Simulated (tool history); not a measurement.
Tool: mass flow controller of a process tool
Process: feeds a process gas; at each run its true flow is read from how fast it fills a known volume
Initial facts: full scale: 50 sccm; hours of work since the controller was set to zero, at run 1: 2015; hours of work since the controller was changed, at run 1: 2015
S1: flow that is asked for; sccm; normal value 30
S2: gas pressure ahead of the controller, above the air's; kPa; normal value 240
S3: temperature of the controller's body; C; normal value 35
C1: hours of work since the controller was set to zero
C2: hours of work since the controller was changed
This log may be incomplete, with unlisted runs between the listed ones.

run 1 hour=0 | S1=30 S2=240 S3=35 | C1=2015 C2=2015 | true_flow_(%)=98.89
run 2 hour=102.1 | S1=30 S2=240 S3=35 | C1=2054 C2=2054 | true_flow_(%)=98.93
run 3 hour=252.2 | S1=30 S2=240 S3=35 | C1=2111 C2=2111 | true_flow_(%)=98.88
run 4 hour=395.7 | S1=30 S2=240 S3=35 | C1=2165 C2=2165 | true_flow_(%)=98.95
run 5 hour=542 | S1=30 S2=240 S3=35 | C1=2221 C2=2221 | true_flow_(%)=98.95
run 6 hour=702.2 | S1=30 S2=240 S3=35 | C1=2282 C2=2282 | true_flow_(%)=98.99
run 7 hour=773.9 | S1=30 S2=240 S3=35 | C1=2309 C2=2309 | true_flow_(%)=99.04
run 8 hour=898.3 | S1=30 S2=240 S3=35 | C1=2356 C2=2356 | true_flow_(%)=99.05
run 9 hour=1005.6 | S1=30 S2=240 S3=35 | C1=2397 C2=2397 | true_flow_(%)=98.89
run 10 hour=1080.5 | S1=30 S2=240 S3=35 | C1=2426 C2=2426 | true_flow_(%)=99.05
run 11 hour=1208.1 | S1=30 S2=223 S3=35 | C1=2474 C2=2474 | true_flow_(%)=98.89
run 12 hour=1322.6 | S1=30 S2=223 S3=35 | C1=2518 C2=2518 | true_flow_(%)=98.72
run 13 hour=1467.4 | S1=30 S2=223 S3=35 | C1=2573 C2=2573 | true_flow_(%)=98.93
run 14 hour=1580.5 | S1=5 S2=223 S3=35 | C1=2616 C2=2616 | true_flow_(%)=96.91
run 15 hour=1659.8 | S1=5 S2=223 S3=35 | C1=2646 C2=2646 | true_flow_(%)=96.75
run 16 hour=1820.7 | S1=5 S2=203 S3=32 | C1=2707 C2=2707 | true_flow_(%)=96.84
run 17 hour=1965.6 | S1=5 S2=203 S3=32 | C1=2762 C2=2762 | true_flow_(%)=96.72
run 18 hour=2093.9 | S1=31 S2=144 S3=26 | C1=2811 C2=2811 | true_flow_(%)=99.18
run 19 hour=2245.8 | S1=31 S2=144 S3=26 | C1=2869 C2=2869 | true_flow_(%)=99.17
run 20 hour=2397.7 | S1=39 S2=205 S3=26 | C1=2926 C2=2926 | true_flow_(%)=99.85
run 21 hour=2556.1 | S1=37 S2=163 S3=35 | C1=2987 C2=2987 | true_flow_(%)=98.66
run 22 hour=2658 | S1=37 S2=163 S3=35 | C1=3025 C2=3025 | true_flow_(%)=98.76
run 23 hour=2775.4 | S1=15 S2=154 S3=34 | C1=3070 C2=3070 | true_flow_(%)=97.8

Some steps in true flow (%) between neighbouring runs. How much of each would the tool show without its hidden state too (settings, what came in, random variation), and how much is left for the hidden state, with any gauge scatter that isn't in both results?
Hidden conditions of the tool in this case: flow at rest that the sensor doesn't see, % of full scale; true flow over the shown one, %; drift of the gauge itself on true_pct, %.
Run 13 -> 14: S1 30 -> 5. true flow (%) -2.02: hidden state -1.5, all else -0.52.
Run 17 -> 18: S1 5 -> 31, S2 203 -> 144, S3 32 -> 26. true flow (%) +2.46: hidden state +1.59, all else +0.87.

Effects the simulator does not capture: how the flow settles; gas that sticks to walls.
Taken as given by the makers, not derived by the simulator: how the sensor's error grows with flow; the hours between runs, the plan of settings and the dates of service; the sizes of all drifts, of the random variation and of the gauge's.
